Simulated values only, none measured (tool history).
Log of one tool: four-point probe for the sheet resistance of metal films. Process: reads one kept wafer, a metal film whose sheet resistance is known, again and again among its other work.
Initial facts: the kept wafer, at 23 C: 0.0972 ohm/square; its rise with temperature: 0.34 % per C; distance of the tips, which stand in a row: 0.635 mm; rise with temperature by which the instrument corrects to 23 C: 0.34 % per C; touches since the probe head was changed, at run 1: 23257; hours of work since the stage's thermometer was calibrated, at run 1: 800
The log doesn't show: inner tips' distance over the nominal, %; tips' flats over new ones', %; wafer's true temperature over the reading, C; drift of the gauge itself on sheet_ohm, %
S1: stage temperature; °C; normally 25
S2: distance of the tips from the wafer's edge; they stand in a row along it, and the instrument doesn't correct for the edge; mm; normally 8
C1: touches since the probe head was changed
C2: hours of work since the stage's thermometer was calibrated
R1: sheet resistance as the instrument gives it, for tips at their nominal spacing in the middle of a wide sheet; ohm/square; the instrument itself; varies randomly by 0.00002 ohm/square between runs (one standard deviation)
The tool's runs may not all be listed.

| run | hour | S1 | S2 | C1 | C2 | R1 |
|---|---|---|---|---|---|---|
| 1 | 0 | 25 | 8 | 23257 | 800 | 0.097126 |
| 2 | 64.2 | 33 | 8 | 24233 | 837 | 0.097207 |
| 3 | 110.9 | 25 | 27 | 24944 | 863 | 0.096767 |
| 4 | 169 | 31 | 27 | 25828 | 897 | 0.096888 |
| 5 | 200.3 | 25 | 11 | 26305 | 915 | 0.096941 |
| 6 | 274.9 | 25 | 11 | 27441 | 957 | 0.096938 |
| 7 | 310.6 | 25 | 11 | 27985 | 978 | 0.096954 |
| 8 | 377.5 | 25 | 8 | 29003 | 1016 | 0.097077 |
| 9 | 430.4 | 28 | 8 | 29808 | 1046 | 0.097093 |
| 10 | 477 | 25 | 8 | 30517 | 1073 | 0.097058 |
| 11 | 548.7 | 25 | 8 | 31607 | 1114 | 0.097092 |
| 12 | 602.1 | 25 | 8 | 32421 | 1145 | 0.097088 |
| 13 | 675.3 | 25 | 8 | 33535 | 1187 | 0.097078 |
| 14 | 745.4 | 26 | 8 | 34602 | 1227 | 0.097078 |
| 15 | 800.5 | 25 | 4 | 35440 | 1258 | 0.098021 |
| 16 | 869.5 | 25 | 4 | 36490 | 1298 | 0.098048 |
| 17 | 914.7 | 25 | 4 | 37179 | 1324 | 0.098041 |
| 18 | 964 | 25 | 4 | 37929 | 1352 | 0.098013 |
| 19 | 1020.6 | 25 | 4 | 38791 | 1384 | 0.098019 |
| 20 | 1087.4 | 21 | 10 | 39807 | 1423 | 0.096926 |
| 21 | 1153.6 | 23 | 12 | 40815 | 1461 | 0.09689 |
| 22 | 1195.6 | 25 | 5 | 41455 | 1485 | 0.097518 |
| 23 | 1236.1 | 20 | 9 | 42070 | 1508 | 0.09691 |
| 24 | 1309.5 | 29 | 10 | 43187 | 1550 | 0.096932 |
| 25 | 1385.7 | 29 | 15 | 44347 | 1593 | 0.096819 |
| 26 | 1443.7 | 29 | 15 | 45230 | 1627 | 0.096813 |
| 27 | 1497.1 | 29 | 15 | 46042 | 1657 | 0.096837 |
|  | 1521.1 | stage's thermometer calibrated |
| 28 | 1561.1 | 25 | 22 | 47009 | 23 | 0.096548 |
| 29 | 1598 | 25 | 22 | 47570 | 44 | 0.096554 |
| 30 | 1664.2 | 19 | 6 | 48578 | 82 | 0.097011 |
| 31 | 1699.2 | 20 | 50 | 49111 | 102 | 0.096498 |
| 32 | 1762.9 | 20 | 50 | 50080 | 139 | 0.096447 |
| 33 | 1795.4 | 20 | 50 | 50575 | 157 | 0.096461 |

Below, each run's measurement less what the same run would have read without the hidden state. Both values contain the same run-to-run variation, but the gauge's scatter may not be the same in both:
| run | R1 |
|---|---|
| 1 | -0.000444 |
| 2 | -0.000451 |
| 3 | -0.000449 |
| 4 | -0.000454 |
| 5 | -0.000454 |
| 6 | -0.000458 |
| 7 | -0.00046 |
| 8 | -0.000464 |
| 9 | -0.000467 |
| 10 | -0.000468 |
| 11 | -0.000472 |
| 12 | -0.000475 |
| 13 | -0.000479 |
| 14 | -0.000482 |
| 15 | -0.00049 |
| 16 | -0.000494 |
| 17 | -0.000496 |
| 18 | -0.000499 |
| 19 | -0.000502 |
| 20 | -0.000497 |
| 21 | -0.000502 |
| 22 | -0.000508 |
| 23 | -0.000505 |
| 24 | -0.000515 |
| 25 | -0.000519 |
| 26 | -0.000521 |
| 27 | -0.000524 |
| 28 | -0.000702 |
| 29 | -0.000703 |
| 30 | -0.000709 |
| 31 | -0.000708 |
| 32 | -0.000712 |
| 33 | -0.000713 |
